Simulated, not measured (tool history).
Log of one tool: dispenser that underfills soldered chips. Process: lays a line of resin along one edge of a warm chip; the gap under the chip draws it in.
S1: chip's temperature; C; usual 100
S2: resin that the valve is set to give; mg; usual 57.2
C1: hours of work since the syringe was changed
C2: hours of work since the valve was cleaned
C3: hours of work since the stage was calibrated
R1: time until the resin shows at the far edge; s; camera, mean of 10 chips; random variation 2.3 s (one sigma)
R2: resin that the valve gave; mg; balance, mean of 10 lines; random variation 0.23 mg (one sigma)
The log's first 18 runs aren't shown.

| run | day | S1 | S2 | C1 | C2 | C3 | R1 | R2 |
|---|---|---|---|---|---|---|---|---|
|  | 9.917 | new syringe of resin |
| 19 | 10.433 | 95 | 53.5 | 9 | 57 | 582 | 618.5 | 50.82 |
|  | 10.546 | new syringe of resin |
| 20 | 10.962 | 100 | 68.1 | 7 | 67 | 591 | 440.6 | 63.74 |
|  | 11.054 | dispensing valve cleaned and set on the balance |
|  | 11.217 | new syringe of resin |
| 21 | 11.600 | 113 | 61.1 | 7 | 10 | 601 | 241.7 | 60.38 |
|  | 11.829 | new syringe of resin |
| 22 | 12.058 | 88 | 65.0 | 4 | 18 | 609 | 630.3 | 64.54 |
|  | 12.438 | new syringe of resin |
| 23 | 12.792 | 94 | 51.5 | 6 | 30 | 622 | 547.1 | 50.23 |
|  | 13.038 | new syringe of resin |
| 24 | 13.267 | 113 | 51.6 | 4 | 39 | 631 | 209.1 | 50.15 |
|  | 13.683 | new syringe of resin |
| 25 | 13.812 | 113 | 51.6 | 2 | 48 | 640 | 189.6 | 49.73 |
|  | 14.333 | new syringe of resin |
| 26 | 14.379 | 113 | 51.6 | 1 | 58 | 650 | 173.3 | 49.23 |
|  | 14.954 | new syringe of resin |
|  | 14.996 | dispensing valve cleaned and set on the balance |
| 27 | 15.117 | 114 | 55.4 | 2 | 2 | 662 | 178.1 | 55.23 |
| 28 | 15.512 | 106 | 50.1 | 9 | 9 | 669 | 396.4 | 49.76 |
|  | 15.654 | new syringe of resin |
| 29 | 15.967 | 112 | 70.4 | 6 | 17 | 677 | 236.2 | 69.12 |
|  | 16.288 | new syringe of resin |
| 30 | 16.396 | 99 | 64.3 | 2 | 25 | 685 | 347.8 | 62.79 |
|  | 16.892 | new syringe of resin |
| 31 | 17.038 | 87 | 50.7 | 3 | 36 | 696 | 653.8 | 49.30 |
| 32 | 17.396 | 94 | 50.7 | 9 | 42 | 702 | 698.9 | 48.68 |
|  | 17.529 | new syringe of resin |
| 33 | 17.883 | 100 | 62.2 | 6 | 51 | 711 | 433.3 | 59.09 |

Forecast each of these 3 alternatives for the next run:
|  | 18.150 | new syringe of resin |
| A | 18.300 | 97 | 69.9 | 3 | 58 | 718 | ? | ? |
|  | 18.150 | new syringe of resin |
| B | 18.300 | 92 | 58.3 | 3 | 58 | 718 | ? | ? |
|  | 18.150 | new syringe of resin |
| C | 18.300 | 94 | 73.2 | 3 | 58 | 718 | ? | ? |

| run | R1 | R2 |
|---|---|---|
| A | 399.0 | 66.08 |
| B | 514.5 | 55.28 |
| C | 460.0 | 68.99 |
Without the tool's hidden state the same runs would have given:
| run | R1 | R2 |
|---|---|---|
| A | 257.1 | 69.59 |
| B | 327.8 | 58.22 |
| C | 295.1 | 72.65 |

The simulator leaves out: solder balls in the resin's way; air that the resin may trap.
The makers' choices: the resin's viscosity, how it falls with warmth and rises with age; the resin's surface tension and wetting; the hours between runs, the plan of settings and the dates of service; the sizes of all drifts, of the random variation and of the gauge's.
